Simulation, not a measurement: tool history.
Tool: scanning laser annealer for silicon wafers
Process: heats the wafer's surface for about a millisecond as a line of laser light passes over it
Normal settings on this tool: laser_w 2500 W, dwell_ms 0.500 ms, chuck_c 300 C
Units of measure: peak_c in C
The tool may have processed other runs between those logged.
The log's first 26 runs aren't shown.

run,hour,laser_w,dwell_ms,chuck_c,hours of work since the window was cleaned,hours of work since the power meter was calibrated,hours of work since the optics were aligned,peak_c
27,279.2,2555,0.500,288,490,450,463,1072
28,290.5,2555,0.477,288,498,458,471,1045
29,297.1,2466,0.535,327,502,462,475,1106
30,310.2,2466,0.535,327,511,471,484,1107
31,324.3,2466,0.535,327,520,481,493,1107
32,336.4,2238,0.613,300,528,489,501,1049
33,342.4,2297,0.605,300,532,493,505,1066
34,357.3,2500,0.502,300,542,503,515,1059
35,366.2,2389,0.430,300,548,508,521,961
36,375.5,2241,0.500,326,554,515,527,992
37,384.0,2686,0.455,314,560,520,533,1099
38,393.7,2686,0.455,262,566,527,539,1053
39,408.7,2596,0.387,300,576,537,549,987
40,421.6,2596,0.387,300,585,545,558,986
41,434.2,2193,0.382,277,593,554,566,832

Each row is a separate what-if for the run after 41, all from the same tool condition, not one after another. Results?
A,440.9,2234,0.619,280,598,558,571,?
B,440.9,2500,0.549,335,598,558,571,?
C,440.9,2740,0.499,277,598,558,571,?
D,440.9,2202,0.500,314,598,558,571,?

run,peak_c
A,1032
B,1140
C,1126
D,962
The same runs, with their run-to-run variation unchanged, on a tool lacking any hidden condition would have given:
run,peak_c
A,1033
B,1140
C,1127
D,963
